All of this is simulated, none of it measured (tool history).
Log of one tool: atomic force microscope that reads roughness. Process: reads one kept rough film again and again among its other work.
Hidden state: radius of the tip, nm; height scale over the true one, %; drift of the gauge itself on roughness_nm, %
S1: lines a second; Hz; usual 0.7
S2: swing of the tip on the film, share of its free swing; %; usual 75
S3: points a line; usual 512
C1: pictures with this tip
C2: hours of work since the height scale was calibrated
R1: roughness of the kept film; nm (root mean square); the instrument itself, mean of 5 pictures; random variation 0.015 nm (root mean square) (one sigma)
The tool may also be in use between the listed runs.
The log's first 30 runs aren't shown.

-- hour=476.9 new tip fitted
run 31 hour=493.9 | S1=0.7 S2=62 S3=512 | C1=12 C2=616 | R1=3.51
run 32 hour=514.1 | S1=0.7 S2=62 S3=512 | C1=26 C2=625 | R1=3.504
run 33 hour=537.2 | S1=2.454 S2=72 S3=323 | C1=42 C2=635 | R1=3.102
run 34 hour=548.8 | S1=0.863 S2=72 S3=323 | C1=51 C2=640 | R1=3.336
run 35 hour=563.3 | S1=0.863 S2=82 S3=323 | C1=61 C2=646 | R1=3.22
run 36 hour=585.7 | S1=0.863 S2=82 S3=323 | C1=77 C2=655 | R1=3.162
run 37 hour=601.8 | S1=3.176 S2=75 S3=512 | C1=88 C2=662 | R1=2.809
run 38 hour=616.9 | S1=3.818 S2=77 S3=677 | C1=99 C2=669 | R1=2.622
run 39 hour=631.1 | S1=3.777 S2=75 S3=268 | C1=109 C2=675 | R1=2.679
run 40 hour=645.5 | S1=3.777 S2=75 S3=268 | C1=119 C2=681 | R1=2.645
run 41 hour=661.2 | S1=0.6 S2=83 S3=512 | C1=130 C2=688 | R1=3.156
run 42 hour=676.2 | S1=1.148 S2=83 S3=709 | C1=141 C2=694 | R1=2.981
run 43 hour=697.6 | S1=1.148 S2=83 S3=709 | C1=156 C2=703 | R1=2.942
run 44 hour=719.1 | S1=0.759 S2=73 S3=904 | C1=171 C2=712 | R1=3.134
run 45 hour=736.1 | S1=3.647 S2=68 S3=302 | C1=183 C2=719 | R1=2.754
run 46 hour=759.3 | S1=0.7 S2=77 S3=912 | C1=199 C2=729 | R1=3.067
-- hour=772 new tip fitted
run 47 hour=783 | S1=2.624 S2=75 S3=317 | C1=8 C2=739 | R1=3.048
run 48 hour=802.8 | S1=0.57 S2=65 S3=1001 | C1=22 C2=748 | R1=3.517

3 ways to go on from here, each from the tool as it stands after run 48. What would each give?
run A hour=815.4 | S1=0.57 S2=65 S3=593 | C1=31 C2=753 | R1=?
run B hour=815.4 | S1=2.444 S2=78 S3=870 | C1=31 C2=753 | R1=?
run C hour=815.4 | S1=2.922 S2=75 S3=334 | C1=31 C2=753 | R1=?

run=A R1=3.489
run=B R1=2.957
run=C R1=2.933
Without the tool's hidden state the same runs would have given:
run=A R1=3.585
run=B R1=3.039
run=C R1=3.014
